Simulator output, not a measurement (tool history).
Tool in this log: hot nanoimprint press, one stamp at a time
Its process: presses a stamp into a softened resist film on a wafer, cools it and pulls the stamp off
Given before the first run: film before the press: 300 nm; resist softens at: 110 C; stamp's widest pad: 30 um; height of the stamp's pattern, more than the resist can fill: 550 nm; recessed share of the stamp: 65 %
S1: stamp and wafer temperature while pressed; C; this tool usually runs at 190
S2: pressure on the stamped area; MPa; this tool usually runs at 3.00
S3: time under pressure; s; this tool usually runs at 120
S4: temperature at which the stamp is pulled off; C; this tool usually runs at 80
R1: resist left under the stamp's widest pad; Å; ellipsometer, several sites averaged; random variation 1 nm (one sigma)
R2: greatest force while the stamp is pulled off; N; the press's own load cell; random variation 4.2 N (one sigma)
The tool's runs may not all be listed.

run 1 hour=0.0 | S1=190 S2=3.00 S3=120 S4=80 | R1=1555 R2=231
run 2 hour=50.2 | S1=190 S2=3.00 S3=120 S4=80 | R1=1572 R2=236
run 3 hour=124.4 | S1=190 S2=3.00 S3=120 S4=80 | R1=1582 R2=244
run 4 hour=181.9 | S1=190 S2=3.00 S3=120 S4=80 | R1=1596 R2=252
run 5 hour=251.5 | S1=190 S2=3.00 S3=120 S4=80 | R1=1599 R2=256
-- hour=326.4 stamp cleaned and given a new release coat
run 6 hour=340.3 | S1=190 S2=3.00 S3=120 S4=80 | R1=1622 R2=211
run 7 hour=382.6 | S1=190 S2=3.00 S3=120 S4=80 | R1=1615 R2=216
-- hour=397.7 plate thermocouple calibrated
run 8 hour=441.5 | S1=190 S2=3.00 S3=120 S4=80 | R1=1501 R2=217
run 9 hour=493.8 | S1=190 S2=3.00 S3=120 S4=80 | R1=1523 R2=213
run 10 hour=552.1 | S1=190 S2=3.00 S3=120 S4=80 | R1=1550 R2=227
run 11 hour=638.9 | S1=187 S2=3.00 S3=120 S4=80 | R1=1728 R2=234
run 12 hour=676.6 | S1=187 S2=3.00 S3=120 S4=80 | R1=1729 R2=242
run 13 hour=733.3 | S1=190 S2=3.00 S3=120 S4=80 | R1=1571 R2=243
run 14 hour=809.4 | S1=190 S2=3.00 S3=120 S4=80 | R1=1589 R2=258
run 15 hour=872.2 | S1=190 S2=3.00 S3=237 S4=80 | R1=1246 R2=252
-- hour=890.5 stamp cleaned and given a new release coat
run 16 hour=945.4 | S1=190 S2=2.26 S3=76 S4=80 | R1=2023 R2=215
run 17 hour=1026.2 | S1=198 S2=3.00 S3=94 S4=80 | R1=1319 R2=229
run 18 hour=1068.5 | S1=198 S2=3.00 S3=94 S4=80 | R1=1326 R2=231
run 19 hour=1107.6 | S1=190 S2=2.01 S3=189 S4=81 | R1=1641 R2=217
-- hour=1155.9 plate thermocouple calibrated
run 20 hour=1164.2 | S1=190 S2=3.12 S3=120 S4=82 | R1=1526 R2=215
run 21 hour=1251.9 | S1=190 S2=3.12 S3=120 S4=82 | R1=1535 R2=230
run 22 hour=1337.6 | S1=200 S2=4.23 S3=217 S4=88 | R1=742 R2=196
run 23 hour=1380.0 | S1=200 S2=2.61 S3=217 S4=88 | R1=939 R2=205
run 24 hour=1434.3 | S1=189 S2=2.61 S3=178 S4=80 | R1=1529 R2=261
-- hour=1454.2 stamp cleaned and given a new release coat
run 25 hour=1476.5 | S1=189 S2=2.61 S3=187 S4=80 | R1=1500 R2=216
-- hour=1548.6 press's hydraulic seals changed and the load cell set to zero
run 26 hour=1548.6 | S1=190 S2=3.77 S3=120 S4=81 | R1=1403 R2=217
run 27 hour=1630.8 | S1=190 S2=3.77 S3=120 S4=81 | R1=1393 R2=222
run 28 hour=1702.9 | S1=188 S2=4.15 S3=120 S4=80 | R1=1464 R2=233
run 29 hour=1771.9 | S1=188 S2=2.96 S3=123 S4=80 | R1=1699 R2=239

Some steps in R1 between neighbouring runs. How much of each would the tool show without its hidden state too (settings, what came in, random variation), and how much is left for the hidden state, with any gauge scatter that isn't in both results?
Unlogged tool condition in this case: true temperature over the reading, C; pressure that arrives at the usual setting, %; grip of the stamp's worn release coat, % over a new coat's; drift of the gauge itself on residual_nm, %; drift of the gauge itself on pull_off_n, %.
Run 7 -> 8: plate thermocouple calibrated. R1 -114 Å: hidden state -108, all else -6.
Run 15 -> 16: S2 3.00 -> 2.26, S3 237 -> 76, stamp cleaned and given a new release coat. R1 +777 Å: hidden state +13, all else +764.
Run 19 -> 20: S2 2.01 -> 3.12, S3 189 -> 120, S4 81 -> 82, plate thermocouple calibrated. R1 -115 Å: hidden state -63, all else -52.
Run 21 -> 22: S1 190 -> 200, S2 3.12 -> 4.23, S3 120 -> 217, S4 82 -> 88. R1 -793 Å: hidden state -15, all else -778.
